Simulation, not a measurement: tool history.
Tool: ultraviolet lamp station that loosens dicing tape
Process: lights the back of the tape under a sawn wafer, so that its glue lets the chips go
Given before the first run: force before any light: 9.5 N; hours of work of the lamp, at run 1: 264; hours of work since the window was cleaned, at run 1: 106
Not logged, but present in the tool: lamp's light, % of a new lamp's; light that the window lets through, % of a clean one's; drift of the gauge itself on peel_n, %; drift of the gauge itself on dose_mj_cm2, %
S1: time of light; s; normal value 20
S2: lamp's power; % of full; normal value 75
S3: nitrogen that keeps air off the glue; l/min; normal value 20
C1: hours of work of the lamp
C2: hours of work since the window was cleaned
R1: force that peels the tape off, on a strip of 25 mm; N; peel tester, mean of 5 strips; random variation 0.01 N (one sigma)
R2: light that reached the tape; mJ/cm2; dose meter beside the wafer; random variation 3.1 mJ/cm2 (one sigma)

| run | hour | S1 | S2 | S3 | C1 | C2 | R1 | R2 |
|---|---|---|---|---|---|---|---|---|
| 1 | 0.0 | 20 | 75 | 20 | 264 | 106 | 0.621 | 411 |
| 2 | 12.6 | 20 | 75 | 9 | 270 | 112 | 1.034 | 409 |
| 3 | 29.4 | 20 | 60 | 20 | 277 | 119 | 0.990 | 327 |
| 4 | 41.5 | 20 | 60 | 20 | 283 | 125 | 1.021 | 319 |
| 5 | 53.6 | 20 | 60 | 20 | 288 | 130 | 1.008 | 322 |
| 6 | 69.2 | 20 | 60 | 20 | 295 | 137 | 1.043 | 321 |
| 7 | 84.8 | 20 | 61 | 20 | 302 | 144 | 1.056 | 322 |
| 8 | 94.1 | 20 | 61 | 20 | 306 | 148 | 1.030 | 321 |
| 9 | 113.3 | 18 | 62 | 20 | 314 | 156 | 1.269 | 292 |
| 10 | 127.6 | 38 | 62 | 17 | 321 | 163 | 0.252 | 616 |
| 11 | 137.5 | 37 | 81 | 10 | 325 | 167 | 0.216 | 786 |
| 12 | 149.5 | 22 | 74 | 13 | 330 | 172 | 0.753 | 422 |
| 13 | 169.6 | 13 | 62 | 20 | 339 | 181 | 2.233 | 207 |
| 14 | 191.3 | 20 | 95 | 14 | 349 | 191 | 0.514 | 492 |

4 ways to go on from here, each from the tool as it stands after run 14. What would each give?
| A | 201.0 | 20 | 74 | 26 | 353 | 195 | ? | ? |
| B | 201.0 | 12 | 75 | 14 | 353 | 195 | ? | ? |
| C | 201.0 | 20 | 65 | 20 | 353 | 195 | ? | ? |
| D | 201.0 | 40 | 90 | 8 | 353 | 195 | ? | ? |

| run | R1 | R2 |
|---|---|---|
| A | 0.623 | 380 |
| B | 2.171 | 233 |
| C | 0.989 | 335 |
| D | 0.185 | 916 |
Stripped of hidden state, with their random variation kept, the same runs would have yielded:
| run | R1 | R2 |
|---|---|---|
| A | 0.368 | 473 |
| B | 1.544 | 289 |
| C | 0.608 | 415 |
| D | 0.143 | 1136 |

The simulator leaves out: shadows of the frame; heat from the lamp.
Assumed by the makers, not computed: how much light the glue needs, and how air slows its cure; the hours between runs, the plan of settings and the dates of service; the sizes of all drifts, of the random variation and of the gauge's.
